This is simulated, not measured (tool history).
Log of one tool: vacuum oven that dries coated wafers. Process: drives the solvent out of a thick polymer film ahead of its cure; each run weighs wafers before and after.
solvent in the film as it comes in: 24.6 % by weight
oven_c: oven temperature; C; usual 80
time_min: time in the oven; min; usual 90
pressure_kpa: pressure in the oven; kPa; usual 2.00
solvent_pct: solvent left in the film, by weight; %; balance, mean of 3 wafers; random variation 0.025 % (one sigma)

run 1 day=0.000 | oven_c=80 time_min=90 pressure_kpa=2.00 | solvent_pct=2.73
run 2 day=1.783 | oven_c=80 time_min=90 pressure_kpa=2.00 | solvent_pct=2.71
run 3 day=4.729 | oven_c=80 time_min=90 pressure_kpa=2.00 | solvent_pct=2.70
run 4 day=8.317 | oven_c=80 time_min=90 pressure_kpa=2.00 | solvent_pct=2.68
-- day=9.442 oven's thermocouples calibrated
run 5 day=10.354 | oven_c=80 time_min=90 pressure_kpa=2.00 | solvent_pct=2.61
run 6 day=12.783 | oven_c=80 time_min=90 pressure_kpa=2.00 | solvent_pct=2.54
run 7 day=15.275 | oven_c=80 time_min=90 pressure_kpa=2.00 | solvent_pct=2.52
run 8 day=18.621 | oven_c=79 time_min=90 pressure_kpa=2.00 | solvent_pct=2.87
run 9 day=21.633 | oven_c=79 time_min=90 pressure_kpa=2.00 | solvent_pct=2.81
run 10 day=24.396 | oven_c=79 time_min=90 pressure_kpa=2.00 | solvent_pct=2.77
run 11 day=27.233 | oven_c=79 time_min=90 pressure_kpa=2.00 | solvent_pct=2.71
run 12 day=29.388 | oven_c=91 time_min=90 pressure_kpa=2.00 | solvent_pct=0.78
-- day=31.217 oven's thermocouples calibrated, once more
run 13 day=31.975 | oven_c=91 time_min=90 pressure_kpa=2.00 | solvent_pct=1.04
run 14 day=34.775 | oven_c=69 time_min=135 pressure_kpa=1.30 | solvent_pct=5.78
run 15 day=36.962 | oven_c=66 time_min=64 pressure_kpa=2.00 | solvent_pct=12.83
run 16 day=38.983 | oven_c=77 time_min=146 pressure_kpa=1.26 | solvent_pct=2.05
run 17 day=42.550 | oven_c=87 time_min=151 pressure_kpa=7.75 | solvent_pct=3.44
run 18 day=46.146 | oven_c=87 time_min=151 pressure_kpa=7.75 | solvent_pct=3.44
run 19 day=48.029 | oven_c=73 time_min=49 pressure_kpa=4.52 | solvent_pct=11.74
run 20 day=51.779 | oven_c=83 time_min=45 pressure_kpa=6.51 | solvent_pct=7.66
run 21 day=54.388 | oven_c=83 time_min=45 pressure_kpa=6.51 | solvent_pct=7.65
run 22 day=57.325 | oven_c=83 time_min=45 pressure_kpa=6.51 | solvent_pct=7.52
run 23 day=61.212 | oven_c=83 time_min=45 pressure_kpa=6.51 | solvent_pct=7.48
-- day=63.642 vacuum gauge cleaned of residue and calibrated
run 24 day=65.088 | oven_c=80 time_min=50 pressure_kpa=5.85 | solvent_pct=8.05
run 25 day=66.796 | oven_c=80 time_min=50 pressure_kpa=5.85 | solvent_pct=8.04

Hidden state or all else? Some run-to-run changes of solvent_pct, split into what the settings, what came in and random variation would give without the hidden state, and what is left for the hidden state (with any gauge scatter that isn't in both results):
The hidden state here: true wafer temperature over the reading, C; true pressure over the reading, kPa; drift of the gauge itself on solvent_pct, %.
Run 11 -> 12: oven_c 79 -> 91. solvent_pct -1.93 %: hidden state +0.71, all else -2.64.
Run 12 -> 13: oven's thermocouples calibrated, once more. solvent_pct +0.26 %: hidden state +0.22, all else +0.04.
Run 15 -> 16: oven_c 66 -> 77, time_min 64 -> 146, pressure_kpa 2.00 -> 1.26. solvent_pct -10.78 %: hidden state -0.07, all else -10.71.
Run 18 -> 19: oven_c 87 -> 73, time_min 151 -> 49, pressure_kpa 7.75 -> 4.52. solvent_pct +8.30 %: hidden state -0.02, all else +8.32.
